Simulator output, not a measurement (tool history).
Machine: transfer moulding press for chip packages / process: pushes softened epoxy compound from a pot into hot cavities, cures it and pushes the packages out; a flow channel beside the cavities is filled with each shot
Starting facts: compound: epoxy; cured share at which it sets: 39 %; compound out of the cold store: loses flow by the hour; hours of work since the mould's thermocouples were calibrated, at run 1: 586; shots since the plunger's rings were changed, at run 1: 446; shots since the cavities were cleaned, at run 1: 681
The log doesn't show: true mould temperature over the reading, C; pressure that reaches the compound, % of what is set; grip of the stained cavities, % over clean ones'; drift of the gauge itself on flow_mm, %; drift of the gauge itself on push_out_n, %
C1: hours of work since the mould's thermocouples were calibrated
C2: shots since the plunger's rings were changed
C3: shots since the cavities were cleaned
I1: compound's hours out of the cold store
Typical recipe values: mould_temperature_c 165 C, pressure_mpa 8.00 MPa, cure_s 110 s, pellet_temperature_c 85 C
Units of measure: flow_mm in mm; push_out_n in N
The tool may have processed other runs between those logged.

{"run": 1, "day": 0.0, "mould_temperature_c": 165, "pressure_mpa": 8.0, "cure_s": 110, "pellet_temperature_c": 85, "C1": 586, "C2": 446, "C3": 681, "I1": 24.3, "flow_mm": 809, "push_out_n": 691}
{"day": 1.388, "done": "cavities cleaned with cleaning compound and waxed"}
{"run": 2, "day": 2.754, "mould_temperature_c": 165, "pressure_mpa": 8.0, "cure_s": 110, "pellet_temperature_c": 85, "C1": 623, "C2": 1091, "C3": 328, "I1": 45.1, "flow_mm": 748, "push_out_n": 588}
{"day": 5.508, "done": "cavities cleaned with cleaning compound and waxed"}
{"run": 3, "day": 5.508, "mould_temperature_c": 165, "pressure_mpa": 8.0, "cure_s": 110, "pellet_temperature_c": 85, "C1": 661, "C2": 1737, "C3": 0, "I1": 17.9, "flow_mm": 803, "push_out_n": 432}
{"run": 4, "day": 7.796, "mould_temperature_c": 165, "pressure_mpa": 8.0, "cure_s": 110, "pellet_temperature_c": 85, "C1": 692, "C2": 2286, "C3": 549, "I1": 41.6, "flow_mm": 732, "push_out_n": 606}
{"run": 5, "day": 9.229, "mould_temperature_c": 165, "pressure_mpa": 8.0, "cure_s": 110, "pellet_temperature_c": 85, "C1": 712, "C2": 2630, "C3": 893, "I1": 43.9, "flow_mm": 725, "push_out_n": 747}
{"day": 9.642, "done": "cavities cleaned with cleaning compound and waxed"}
{"run": 6, "day": 11.146, "mould_temperature_c": 172, "pressure_mpa": 8.0, "cure_s": 110, "pellet_temperature_c": 85, "C1": 738, "C2": 3074, "C3": 361, "I1": 10.2, "flow_mm": 785, "push_out_n": 460}
{"run": 7, "day": 12.708, "mould_temperature_c": 165, "pressure_mpa": 8.0, "cure_s": 110, "pellet_temperature_c": 85, "C1": 760, "C2": 3449, "C3": 736, "I1": 36.5, "flow_mm": 733, "push_out_n": 704}
{"day": 13.725, "done": "cavities cleaned with cleaning compound and waxed"}
{"run": 8, "day": 14.196, "mould_temperature_c": 165, "pressure_mpa": 8.0, "cure_s": 110, "pellet_temperature_c": 85, "C1": 780, "C2": 3790, "C3": 112, "I1": 43.8, "flow_mm": 710, "push_out_n": 464}
{"day": 15.425, "done": "mould's thermocouples calibrated"}
{"run": 9, "day": 15.767, "mould_temperature_c": 165, "pressure_mpa": 8.0, "cure_s": 110, "pellet_temperature_c": 85, "C1": 5, "C2": 4148, "C3": 470, "I1": 24.4, "flow_mm": 748, "push_out_n": 611}
{"run": 10, "day": 17.738, "mould_temperature_c": 165, "pressure_mpa": 8.0, "cure_s": 110, "pellet_temperature_c": 85, "C1": 32, "C2": 4620, "C3": 942, "I1": 28.1, "flow_mm": 732, "push_out_n": 707}
{"day": 17.983, "done": "cavities cleaned with cleaning compound and waxed"}
{"run": 11, "day": 19.95, "mould_temperature_c": 165, "pressure_mpa": 8.0, "cure_s": 110, "pellet_temperature_c": 85, "C1": 62, "C2": 5136, "C3": 472, "I1": 14.2, "flow_mm": 758, "push_out_n": 604}
{"day": 22.158, "done": "cavities cleaned with cleaning compound and waxed"}
{"day": 22.583, "done": "plunger's sealing rings changed"}
{"run": 12, "day": 22.804, "mould_temperature_c": 165, "pressure_mpa": 8.0, "cure_s": 110, "pellet_temperature_c": 85, "C1": 99, "C2": 54, "C3": 130, "I1": 26.2, "flow_mm": 813, "push_out_n": 456}
{"run": 13, "day": 25.467, "mould_temperature_c": 165, "pressure_mpa": 8.0, "cure_s": 110, "pellet_temperature_c": 85, "C1": 136, "C2": 692, "C3": 768, "I1": 32.9, "flow_mm": 784, "push_out_n": 667}
{"day": 26.342, "done": "cavities cleaned with cleaning compound and waxed"}
{"run": 14, "day": 27.742, "mould_temperature_c": 165, "pressure_mpa": 8.0, "cure_s": 124, "pellet_temperature_c": 85, "C1": 167, "C2": 1222, "C3": 335, "I1": 9.6, "flow_mm": 837, "push_out_n": 511}
{"run": 15, "day": 30.121, "mould_temperature_c": 170, "pressure_mpa": 8.0, "cure_s": 110, "pellet_temperature_c": 85, "C1": 200, "C2": 1794, "C3": 907, "I1": 33.8, "flow_mm": 755, "push_out_n": 563}
{"day": 30.367, "done": "cavities cleaned with cleaning compound and waxed"}
{"run": 16, "day": 32.075, "mould_temperature_c": 170, "pressure_mpa": 8.0, "cure_s": 110, "pellet_temperature_c": 85, "C1": 227, "C2": 2248, "C3": 411, "I1": 46.1, "flow_mm": 725, "push_out_n": 463}
{"run": 17, "day": 34.171, "mould_temperature_c": 170, "pressure_mpa": 8.0, "cure_s": 110, "pellet_temperature_c": 85, "C1": 256, "C2": 2750, "C3": 913, "I1": 28.7, "flow_mm": 756, "push_out_n": 585}
{"day": 34.442, "done": "cavities cleaned with cleaning compound and waxed"}
{"run": 18, "day": 35.612, "mould_temperature_c": 170, "pressure_mpa": 8.0, "cure_s": 110, "pellet_temperature_c": 85, "C1": 275, "C2": 3081, "C3": 281, "I1": 13.8, "flow_mm": 785, "push_out_n": 463}
{"run": 19, "day": 37.938, "mould_temperature_c": 170, "pressure_mpa": 8.0, "cure_s": 110, "pellet_temperature_c": 85, "C1": 307, "C2": 3639, "C3": 839, "I1": 27.8, "flow_mm": 742, "push_out_n": 566}
{"day": 38.471, "done": "cavities cleaned with cleaning compound and waxed"}
{"run": 20, "day": 40.571, "mould_temperature_c": 171, "pressure_mpa": 6.05, "cure_s": 130, "pellet_temperature_c": 95, "C1": 343, "C2": 4255, "C3": 504, "I1": 18.3, "flow_mm": 658, "push_out_n": 469}
{"run": 21, "day": 41.671, "mould_temperature_c": 171, "pressure_mpa": 7.45, "cure_s": 91, "pellet_temperature_c": 95, "C1": 358, "C2": 4519, "C3": 768, "I1": 22.4, "flow_mm": 718, "push_out_n": 670}
{"day": 42.608, "done": "cavities cleaned with cleaning compound and waxed"}
{"run": 22, "day": 43.567, "mould_temperature_c": 171, "pressure_mpa": 7.45, "cure_s": 91, "pellet_temperature_c": 95, "C1": 384, "C2": 4959, "C3": 230, "I1": 18.6, "flow_mm": 716, "push_out_n": 525}
{"run": 23, "day": 44.925, "mould_temperature_c": 171, "pressure_mpa": 7.45, "cure_s": 91, "pellet_temperature_c": 95, "C1": 403, "C2": 5285, "C3": 556, "I1": 45.7, "flow_mm": 663, "push_out_n": 600}
{"day": 46.846, "done": "plunger's sealing rings changed"}
{"day": 46.908, "done": "cavities cleaned with cleaning compound and waxed"}
{"run": 24, "day": 47.421, "mould_temperature_c": 165, "pressure_mpa": 7.17, "cure_s": 91, "pellet_temperature_c": 79, "C1": 435, "C2": 123, "C3": 123, "I1": 43.1, "flow_mm": 727, "push_out_n": 720}
{"run": 25, "day": 48.75, "mould_temperature_c": 165, "pressure_mpa": 7.17, "cure_s": 91, "pellet_temperature_c": 92, "C1": 453, "C2": 441, "C3": 441, "I1": 41.1, "flow_mm": 719, "push_out_n": 868}
{"run": 26, "day": 50.133, "mould_temperature_c": 167, "pressure_mpa": 8.0, "cure_s": 143, "pellet_temperature_c": 93, "C1": 473, "C2": 773, "C3": 773, "I1": 23.6, "flow_mm": 803, "push_out_n": 498}
{"day": 51.092, "done": "cavities cleaned with cleaning compound and waxed"}
{"run": 27, "day": 51.371, "mould_temperature_c": 168, "pressure_mpa": 8.12, "cure_s": 130, "pellet_temperature_c": 78, "C1": 489, "C2": 1054, "C3": 67, "I1": 29.3, "flow_mm": 783, "push_out_n": 341}
{"run": 28, "day": 53.183, "mould_temperature_c": 164, "pressure_mpa": 8.0, "cure_s": 110, "pellet_temperature_c": 86, "C1": 514, "C2": 1489, "C3": 502, "I1": 46.2, "flow_mm": 741, "push_out_n": 660}

4 options for the next run, each taken on its own from the tool as it stands now. Forecast them:
{"run": "A", "day": 54.283, "mould_temperature_c": 164, "pressure_mpa": 8.0, "cure_s": 93, "pellet_temperature_c": 86, "C1": 529, "C2": 1753, "C3": 766, "I1": 25.5, "flow_mm": "?", "push_out_n": "?"}
{"run": "B", "day": 54.283, "mould_temperature_c": 165, "pressure_mpa": 8.0, "cure_s": 115, "pellet_temperature_c": 92, "C1": 529, "C2": 1753, "C3": 766, "I1": 43.3, "flow_mm": "?", "push_out_n": "?"}
{"run": "C", "day": 54.283, "mould_temperature_c": 164, "pressure_mpa": 7.05, "cure_s": 127, "pellet_temperature_c": 76, "C1": 529, "C2": 1753, "C3": 766, "I1": 43.4, "flow_mm": "?", "push_out_n": "?"}
{"run": "D", "day": 54.283, "mould_temperature_c": 165, "pressure_mpa": 8.0, "cure_s": 106, "pellet_temperature_c": 85, "C1": 529, "C2": 1753, "C3": 766, "I1": 37.3, "flow_mm": "?", "push_out_n": "?"}

run=A flow_mm=792 push_out_n=1104
run=B flow_mm=740 push_out_n=620
run=C flow_mm=703 push_out_n=574
run=D flow_mm=757 push_out_n=732
With the hidden condition removed and each run's random variation left untouched, the same runs would have given:
run=A flow_mm=815 push_out_n=594
run=B flow_mm=761 push_out_n=348
run=C flow_mm=723 push_out_n=322
run=D flow_mm=778 push_out_n=402

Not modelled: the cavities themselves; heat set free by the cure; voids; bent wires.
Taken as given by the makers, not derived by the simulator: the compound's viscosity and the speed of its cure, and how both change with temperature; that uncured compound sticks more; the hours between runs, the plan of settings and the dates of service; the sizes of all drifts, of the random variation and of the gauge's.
